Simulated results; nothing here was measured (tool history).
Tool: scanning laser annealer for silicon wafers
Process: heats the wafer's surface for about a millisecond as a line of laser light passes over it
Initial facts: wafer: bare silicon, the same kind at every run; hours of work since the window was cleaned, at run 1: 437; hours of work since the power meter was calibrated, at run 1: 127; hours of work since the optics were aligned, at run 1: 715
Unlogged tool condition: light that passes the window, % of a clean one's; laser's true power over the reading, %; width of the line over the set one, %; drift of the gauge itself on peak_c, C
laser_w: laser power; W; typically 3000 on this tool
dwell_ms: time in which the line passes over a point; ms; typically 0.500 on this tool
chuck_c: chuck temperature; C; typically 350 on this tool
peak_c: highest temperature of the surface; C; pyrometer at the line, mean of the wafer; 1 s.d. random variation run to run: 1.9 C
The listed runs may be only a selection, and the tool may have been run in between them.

| run | hour | laser_w | dwell_ms | chuck_c | hours of work since the window was cleaned | hours of work since the power meter was calibrated | hours of work since the optics were aligned | peak_c |
|---|---|---|---|---|---|---|---|---|
| 1 | 0.0 | 3000 | 0.500 | 350 | 437 | 127 | 715 | 1184 |
| 2 | 9.8 | 3165 | 0.500 | 350 | 442 | 133 | 720 | 1243 |
| 3 | 17.6 | 3000 | 0.500 | 350 | 447 | 137 | 725 | 1186 |
| 4 | 26.5 | 3000 | 0.500 | 350 | 452 | 142 | 730 | 1187 |
| 5 | 35.3 | 3000 | 0.500 | 350 | 457 | 147 | 735 | 1187 |
| 6 | 41.4 | 3000 | 0.500 | 350 | 460 | 151 | 738 | 1183 |
| 7 | 50.5 | 3000 | 0.500 | 350 | 466 | 156 | 743 | 1188 |
| 8 | 58.0 | 3000 | 0.500 | 372 | 470 | 160 | 748 | 1209 |
| 9 | 66.1 | 3000 | 0.500 | 377 | 474 | 165 | 752 | 1215 |
| 10 | 72.2 | 3000 | 0.500 | 377 | 478 | 168 | 756 | 1211 |
| 11 | 79.0 | 3000 | 0.500 | 377 | 482 | 172 | 760 | 1213 |
| 12 | 89.3 | 3000 | 0.500 | 350 | 488 | 178 | 766 | 1188 |
| 13 | 97.9 | 3000 | 0.500 | 350 | 493 | 183 | 771 | 1185 |
| 14 | 106.4 | 3000 | 0.500 | 350 | 498 | 188 | 775 | 1187 |
| 15 | 112.1 | 3000 | 0.500 | 350 | 501 | 191 | 779 | 1187 |
| 16 | 118.3 | 2715 | 0.500 | 350 | 504 | 195 | 782 | 1090 |
| 17 | 123.3 | 2715 | 0.500 | 350 | 507 | 197 | 785 | 1091 |
| 18 | 132.6 | 2715 | 0.500 | 350 | 512 | 203 | 790 | 1090 |
| 19 | 140.4 | 2715 | 0.500 | 350 | 517 | 207 | 795 | 1086 |
| 20 | 149.8 | 2715 | 0.372 | 350 | 522 | 213 | 800 | 988 |
| 21 | 159.9 | 2711 | 0.500 | 350 | 528 | 218 | 806 | 1087 |
| 22 | 168.0 | 3162 | 0.500 | 386 | 533 | 223 | 811 | 1278 |
| 23 | 174.3 | 3162 | 0.500 | 386 | 536 | 227 | 814 | 1281 |
| 24 | 182.5 | 3000 | 0.505 | 323 | 541 | 231 | 819 | 1161 |
| 25 | 188.9 | 3000 | 0.505 | 323 | 545 | 235 | 822 | 1163 |
| 26 | 194.7 | 3000 | 0.369 | 345 | 548 | 238 | 826 | 1070 |
| 27 | 199.4 | 2725 | 0.536 | 334 | 551 | 241 | 828 | 1098 |
| 28 | 209.1 | 2570 | 0.536 | 334 | 556 | 246 | 834 | 1049 |
| 29 | 214.0 | 2570 | 0.536 | 334 | 559 | 249 | 837 | 1045 |
| 30 | 219.9 | 3143 | 0.427 | 357 | 562 | 253 | 840 | 1174 |
| 31 | 228.0 | 3187 | 0.427 | 387 | 567 | 257 | 845 | 1223 |
| 32 | 237.8 | 2784 | 0.500 | 350 | 572 | 263 | 850 | 1111 |
| 33 | 242.1 | 2928 | 0.556 | 387 | 575 | 265 | 853 | 1238 |
| 34 | 251.5 | 2915 | 0.433 | 320 | 580 | 271 | 858 | 1074 |
| 35 | 257.9 | 3096 | 0.591 | 327 | 584 | 274 | 862 | 1269 |
| 36 | 265.2 | 3096 | 0.591 | 327 | 588 | 278 | 866 | 1268 |
| 37 | 270.5 | 2930 | 0.591 | 377 | 591 | 281 | 869 | 1254 |
| 38 | 277.1 | 2757 | 0.560 | 312 | 595 | 285 | 873 | 1108 |
| 39 | 284.3 | 2757 | 0.560 | 312 | 599 | 289 | 877 | 1104 |
| 40 | 291.8 | 2757 | 0.561 | 321 | 603 | 294 | 881 | 1116 |
| 41 | 302.1 | 2757 | 0.561 | 321 | 609 | 299 | 887 | 1116 |
| 42 | 308.4 | 2784 | 0.479 | 357 | 613 | 303 | 891 | 1101 |

Predict each of these 3 candidate next runs independently; none follows another, all start after run 42:
| A | 316.4 | 2972 | 0.397 | 314 | 617 | 308 | 895 | ? |
| B | 316.4 | 3257 | 0.603 | 311 | 617 | 308 | 895 | ? |
| C | 316.4 | 2612 | 0.606 | 357 | 617 | 308 | 895 | ? |

| run | peak_c |
|---|---|
| A | 1057 |
| B | 1326 |
| C | 1129 |
Without the tool's hidden state the same runs would have given:
| run | peak_c |
|---|---|
| A | 1058 |
| B | 1328 |
| C | 1130 |

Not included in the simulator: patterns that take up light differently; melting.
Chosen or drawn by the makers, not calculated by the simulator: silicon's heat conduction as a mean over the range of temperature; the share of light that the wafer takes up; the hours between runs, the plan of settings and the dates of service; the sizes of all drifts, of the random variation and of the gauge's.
